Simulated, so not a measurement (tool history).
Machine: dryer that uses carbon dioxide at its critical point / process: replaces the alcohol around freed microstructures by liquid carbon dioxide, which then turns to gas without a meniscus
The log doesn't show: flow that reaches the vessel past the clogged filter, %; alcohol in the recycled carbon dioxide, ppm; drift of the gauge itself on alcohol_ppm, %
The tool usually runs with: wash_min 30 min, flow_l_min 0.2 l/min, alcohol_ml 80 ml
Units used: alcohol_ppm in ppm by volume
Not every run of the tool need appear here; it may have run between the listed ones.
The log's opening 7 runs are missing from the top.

run	hour	wash_min	flow_l_min	alcohol_ml	hours of work since the filter was changed	hours of work since the purifier's bed was changed	alcohol_ppm
8	74.3	30	0.2	80	104	104	453
9	85.2	30	0.2	80	108	108	452
10	95.9	30	0.2	61	112	112	351
11	108	30	0.2	61	117	117	350
12	116.4	30	0.2	61	121	121	374
13	122.2	30	0.2	61	123	123	368
14	133	32	0.2	61	127	127	269
15	144.9	30	0.2	80	132	132	488
16	156.5	30	0.2	80	137	137	492
17	163	30	0.2	25	139	139	165
18	168.7	30	0.2	25	141	141	172
19	178.8	30	0.2	80	145	145	514
20	184.8	30	0.2	80	148	148	524
21	198	30	0.2	80	153	153	523
22	206.4	29	0.15	36	156	156	993
23	216.1	29	0.15	36	160	160	988
24	222.9	23	0.15	106	163	163	6095
25	228.9	33	0.134	80	165	165	2166
26	237.6	33	0.261	80	169	169	72
27	247.1	33	0.261	80	173	173	71
28	254	21	0.326	80	175	175	252

What will run 29 give?
29	262.5	21	0.326	80	179	179	?

Run 29 came out at alcohol_ppm 262 ppm by volume.
Had the tool carried no hidden state, the very same run would have given alcohol_ppm 124 ppm by volume.

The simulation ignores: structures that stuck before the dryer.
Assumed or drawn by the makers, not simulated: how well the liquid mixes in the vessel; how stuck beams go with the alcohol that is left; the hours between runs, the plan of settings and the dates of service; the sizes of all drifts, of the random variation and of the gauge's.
